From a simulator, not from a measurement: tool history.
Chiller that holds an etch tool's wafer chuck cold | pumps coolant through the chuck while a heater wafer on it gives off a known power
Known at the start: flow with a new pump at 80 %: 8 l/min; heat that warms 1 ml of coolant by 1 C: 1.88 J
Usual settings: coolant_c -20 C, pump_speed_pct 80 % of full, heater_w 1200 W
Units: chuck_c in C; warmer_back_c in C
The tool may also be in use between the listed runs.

run,day,coolant_c,pump_speed_pct,heater_w,chuck_c,warmer_back_c
1,0.000,-20,80,1200,-9.3,4.89
2,2.675,-20,80,1200,-9.4,4.93
3,5.512,-20,80,1200,-9.4,4.85
4,8.125,-20,80,1200,-9.3,4.93
5,10.729,-20,80,1200,-9.2,4.86
6,14.088,-20,65,1200,-6.9,6.20
7,17.000,-20,65,1200,-6.9,6.18
8,19.550,-20,65,1200,-6.9,6.20
9,23.446,-20,65,1200,-6.7,6.20
10,25.250,-20,65,1200,-6.9,6.27
11,29.429,-20,65,1200,-6.9,6.22
12,32.350,-20,65,1200,-6.7,6.25
13,35.150,-20,65,1200,-6.5,6.21
# day 38.158: chiller's thermometer calibrated
14,38.429,-20,79,1200,-9.0,5.02
15,42.004,-20,80,988,-11.2,4.06
16,44.304,-20,80,988,-11.0,4.08
17,46.838,-20,80,988,-11.3,4.09
18,50.950,-15,80,1546,-1.2,6.42
19,53.496,-20,90,1577,-7.4,5.68
20,57.479,-20,90,1577,-7.5,5.66
21,59.542,-18,80,1200,-7.0,5.02
22,63.842,-18,80,1200,-7.0,4.90
23,66.067,-18,80,1200,-7.0,4.98
24,69.483,-18,80,1200,-7.1,5.00
25,71.517,-25,71,1200,-12.7,5.72
26,73.929,-25,71,1200,-12.7,5.68
27,76.033,-25,71,1200,-12.6,5.69
28,79.208,-13,91,1076,-4.3,3.85
29,81.221,-20,88,1274,-9.4,4.77
30,83.054,-20,88,1274,-9.4,4.79
31,86.912,-20,88,1164,-10.2,4.36

Hidden state or all else? Some run-to-run changes of chuck_c, split into what the settings, what came in and random variation would give without the hidden state, and what is left for the hidden state (with any gauge scatter that isn't in both results):
The hidden state here: heat passed by the chuck's channels, % of clean ones'; flow at a given pump speed, % of a new pump's; coolant's true temperature over the reading, C; drift of the gauge itself on chuck_c, C; drift of the gauge itself on warmer_back_c, C.
Run 13 -> 14: pump_speed_pct 65 -> 79, chiller's thermometer calibrated. chuck_c -2.5 C: hidden state -0.3, all else -2.2.
Run 17 -> 18: coolant_c -20 -> -15, heater_w 988 -> 1546. chuck_c +10.1 C: hidden state +0.3, all else +9.8.
Run 18 -> 19: coolant_c -15 -> -20, pump_speed_pct 80 -> 90, heater_w 1546 -> 1577. chuck_c -6.2 C: hidden state -0.1, all else -6.1.
Run 24 -> 25: coolant_c -18 -> -25, pump_speed_pct 80 -> 71. chuck_c -5.6 C: hidden state +0.2, all else -5.8.
Run 27 -> 28: coolant_c -25 -> -13, pump_speed_pct 71 -> 91, heater_w 1200 -> 1076. chuck_c +8.3 C: hidden state -0.2, all else +8.5.
